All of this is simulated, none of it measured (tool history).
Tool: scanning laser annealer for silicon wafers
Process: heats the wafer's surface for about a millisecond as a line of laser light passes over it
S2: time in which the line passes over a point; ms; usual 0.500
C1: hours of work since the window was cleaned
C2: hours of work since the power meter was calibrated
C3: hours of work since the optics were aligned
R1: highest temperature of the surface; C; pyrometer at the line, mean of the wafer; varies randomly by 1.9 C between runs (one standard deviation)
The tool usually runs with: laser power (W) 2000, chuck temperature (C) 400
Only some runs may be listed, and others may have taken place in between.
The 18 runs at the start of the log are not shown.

{"run": 19, "day": 6.0, "laser power (W)": 2039, "S2": 0.406, "chuck temperature (C)": 399, "C1": 127, "C2": 130, "C3": 694, "R1": 1118}
{"run": 20, "day": 6.258, "laser power (W)": 2039, "S2": 0.406, "chuck temperature (C)": 401, "C1": 130, "C2": 133, "C3": 696, "R1": 1123}
{"run": 21, "day": 6.492, "laser power (W)": 2039, "S2": 0.406, "chuck temperature (C)": 401, "C1": 133, "C2": 135, "C3": 699, "R1": 1122}
{"run": 22, "day": 6.858, "laser power (W)": 2039, "S2": 0.406, "chuck temperature (C)": 401, "C1": 137, "C2": 140, "C3": 703, "R1": 1121}
{"run": 23, "day": 7.212, "laser power (W)": 2039, "S2": 0.453, "chuck temperature (C)": 408, "C1": 141, "C2": 143, "C3": 707, "R1": 1163}
{"run": 24, "day": 7.633, "laser power (W)": 1815, "S2": 0.5, "chuck temperature (C)": 400, "C1": 146, "C2": 148, "C3": 712, "R1": 1095}
{"run": 25, "day": 7.954, "laser power (W)": 1815, "S2": 0.513, "chuck temperature (C)": 415, "C1": 149, "C2": 152, "C3": 715, "R1": 1113}
{"run": 26, "day": 8.271, "laser power (W)": 2119, "S2": 0.356, "chuck temperature (C)": 375, "C1": 153, "C2": 155, "C3": 719, "R1": 1084}
{"run": 27, "day": 8.7, "laser power (W)": 2119, "S2": 0.356, "chuck temperature (C)": 375, "C1": 158, "C2": 160, "C3": 724, "R1": 1078}
{"run": 28, "day": 8.942, "laser power (W)": 2119, "S2": 0.356, "chuck temperature (C)": 375, "C1": 160, "C2": 163, "C3": 726, "R1": 1076}
{"run": 29, "day": 9.333, "laser power (W)": 2178, "S2": 0.356, "chuck temperature (C)": 440, "C1": 165, "C2": 167, "C3": 731, "R1": 1168}
{"run": 30, "day": 9.571, "laser power (W)": 1997, "S2": 0.384, "chuck temperature (C)": 404, "C1": 167, "C2": 170, "C3": 733, "R1": 1087}
{"run": 31, "day": 9.996, "laser power (W)": 1890, "S2": 0.391, "chuck temperature (C)": 400, "C1": 172, "C2": 174, "C3": 738, "R1": 1048}

Below are 4 alternative next runs, each starting from the tool's condition after run 31. Predict each:
{"run": "A", "day": 10.183, "laser power (W)": 1875, "S2": 0.5, "chuck temperature (C)": 413, "C1": 174, "C2": 177, "C3": 740, "R1": "?"}
{"run": "B", "day": 10.183, "laser power (W)": 2026, "S2": 0.391, "chuck temperature (C)": 374, "C1": 174, "C2": 177, "C3": 740, "R1": "?"}
{"run": "C", "day": 10.183, "laser power (W)": 2150, "S2": 0.5, "chuck temperature (C)": 419, "C1": 174, "C2": 177, "C3": 740, "R1": "?"}
{"run": "D", "day": 10.183, "laser power (W)": 2000, "S2": 0.5, "chuck temperature (C)": 380, "C1": 174, "C2": 177, "C3": 740, "R1": "?"}

run=A R1=1131
run=B R1=1071
run=C R1=1256
run=D R1=1155
With no hidden state in the tool, these same runs would have given:
run=A R1=1147
run=B R1=1087
run=C R1=1275
run=D R1=1172

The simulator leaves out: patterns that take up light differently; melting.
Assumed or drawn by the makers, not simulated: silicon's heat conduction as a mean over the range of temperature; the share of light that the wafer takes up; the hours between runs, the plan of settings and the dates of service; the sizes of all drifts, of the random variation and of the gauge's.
